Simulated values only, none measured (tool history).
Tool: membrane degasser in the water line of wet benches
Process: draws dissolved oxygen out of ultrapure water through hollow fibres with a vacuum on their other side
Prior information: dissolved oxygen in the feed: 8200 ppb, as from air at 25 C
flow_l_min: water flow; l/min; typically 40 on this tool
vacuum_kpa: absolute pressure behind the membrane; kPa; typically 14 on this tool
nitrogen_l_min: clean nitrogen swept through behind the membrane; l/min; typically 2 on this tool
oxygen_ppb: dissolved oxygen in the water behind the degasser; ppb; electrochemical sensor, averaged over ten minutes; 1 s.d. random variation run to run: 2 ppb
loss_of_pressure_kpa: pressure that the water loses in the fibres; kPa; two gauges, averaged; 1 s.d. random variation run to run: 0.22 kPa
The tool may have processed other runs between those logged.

run	hour	flow_l_min	vacuum_kpa	nitrogen_l_min	oxygen_ppb	loss_of_pressure_kpa
1	0	40	14	2	459.5	60.44
2	179.6	31	14	2	369	46.86
3	387.8	40	14	2	460	60.92
4	532	32	14	2	377.2	48.52
5	669.2	40	14	2	455.4	61.12
6	795.7	60	14	2	660.9	91.07
7	993.3	40	14	2	462.1	61.12
8	1148.3	40	14	2	463	61.78
9	1265.5	40	14	2	463.9	60.59
10	1494.1	40	14	2	464.3	60.89
# hour 1504.6: vacuum gauge calibrated
11	1660.2	39	30.3	2	1045.1	59.34
12	1783.2	40	30.3	2	1080.4	61.15
# hour 1925.8: vacuum gauge calibrated, once more
13	2018.6	40	30.3	2	1071.8	61.71
14	2252.4	40	30.3	2	1080	61.15
15	2375.7	40	30.3	2	1074.9	62.23
16	2478	40	30.3	2	1071.1	61.73
17	2627.7	40	30.3	2	1081	61.91
18	2772.4	40	30.3	2	1076	62.01

For some of the steps in oxygen_ppb from one run to the next: how much would appear even if the tool had no hidden state, given the settings, what came in and random variation, and how much remains for the hidden state plus any gauge scatter that the measured result and the result without hidden state don't share?
The tool's hidden condition here consists of: membrane still open, %; true pressure behind the membrane over the reading, kPa; air that leaks in behind the membrane, l/min; drift of the gauge itself on oxygen_ppb, %; drift of the gauge itself on loss_of_pressure_kpa, %.
Run 5 -> 6: flow_l_min 40 -> 60. oxygen_ppb +205.5 ppb: hidden state +9.6, all else +195.9.
Run 10 -> 11: flow_l_min 40 -> 39, vacuum_kpa 14 -> 30.3, vacuum gauge calibrated. oxygen_ppb +580.8 ppb: hidden state +2, all else +578.8.

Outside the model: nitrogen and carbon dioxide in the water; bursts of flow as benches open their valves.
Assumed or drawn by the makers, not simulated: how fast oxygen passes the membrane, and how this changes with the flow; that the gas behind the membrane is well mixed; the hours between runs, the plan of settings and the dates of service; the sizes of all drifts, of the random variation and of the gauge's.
